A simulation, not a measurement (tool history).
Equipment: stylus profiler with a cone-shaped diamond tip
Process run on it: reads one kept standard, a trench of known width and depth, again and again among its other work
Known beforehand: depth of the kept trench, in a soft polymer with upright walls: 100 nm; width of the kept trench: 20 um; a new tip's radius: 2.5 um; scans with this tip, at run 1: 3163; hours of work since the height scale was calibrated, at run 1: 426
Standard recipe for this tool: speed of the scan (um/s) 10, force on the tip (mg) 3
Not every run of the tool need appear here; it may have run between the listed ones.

run	hour	speed of the scan (um/s)	force on the tip (mg)	scans with this tip	hours of work since the height scale was calibrated	depth of the trench (angstrom)	width of the trench's floor (nm)
1	0	10	3	3163	426	1016.8	18400
2	35	10	3	3293	444	1015.9	18490
3	70.2	10	3	3424	462	1015.7	18400
4	86.2	10	6.77	3484	470	1028.1	18460
5	119	10	6.77	3607	486	1028.6	18410
6	137.6	10	6.77	3676	495	1028.1	18470
7	164.2	10	3.83	3775	509	1019.1	18430
8	180.2	5	3	3835	517	1015.5	18450
9	200.7	10	3	3911	527	1015.7	18470
10	226.9	10	3	4009	540	1015.8	18400
11	254.2	10	3	4111	554	1015.5	18360
# hour 257.3: height scale calibrated on a step standard
12	284.8	10	3	4223	14	1015.3	18340
13	314.8	20	1.1	4335	29	1006.7	18310
14	340.7	3	8.67	4432	42	1033.3	18430
15	367.8	10	1.79	4533	56	1010.1	18380
# hour 388: height scale calibrated on a step standard, once more
16	399.7	10	1.79	4650	6	1012.4	18400
17	428.1	26	4.66	4756	20	1023	18330
18	446.4	4	1.01	4824	29	1008.3	18380
19	473.7	4	1.01	4927	43	1007.4	18340
20	496.7	4	1.01	5012	55	1008	18390
21	513	18	3	5073	63	1016.5	18290
22	529.1	18	3	5133	71	1016.4	18350
23	545.6	34	2.79	5195	79	1016	18210

Each row is a separate what-if for the run after 23, all from the same tool condition, not one after another. Results?
A	567.9	4	3	5278	90	?	?
B	567.9	10	1	5278	90	?	?
C	567.9	10	8.91	5278	90	?	?
D	567.9	11	3.1	5278	90	?	?
E	567.9	3	2.79	5278	90	?	?

run	depth of the trench (angstrom)	width of the trench's floor (nm)
A	1016.4	18340
B	1007.6	18320
C	1034.6	18370
D	1017.2	18350
E	1016.1	18410
With the hidden condition removed and each run's random variation left untouched, the same runs would have given:
run	depth of the trench (angstrom)	width of the trench's floor (nm)
A	1016.7	18530
B	1007.9	18520
C	1035	18570
D	1017.6	18550
E	1016.4	18610
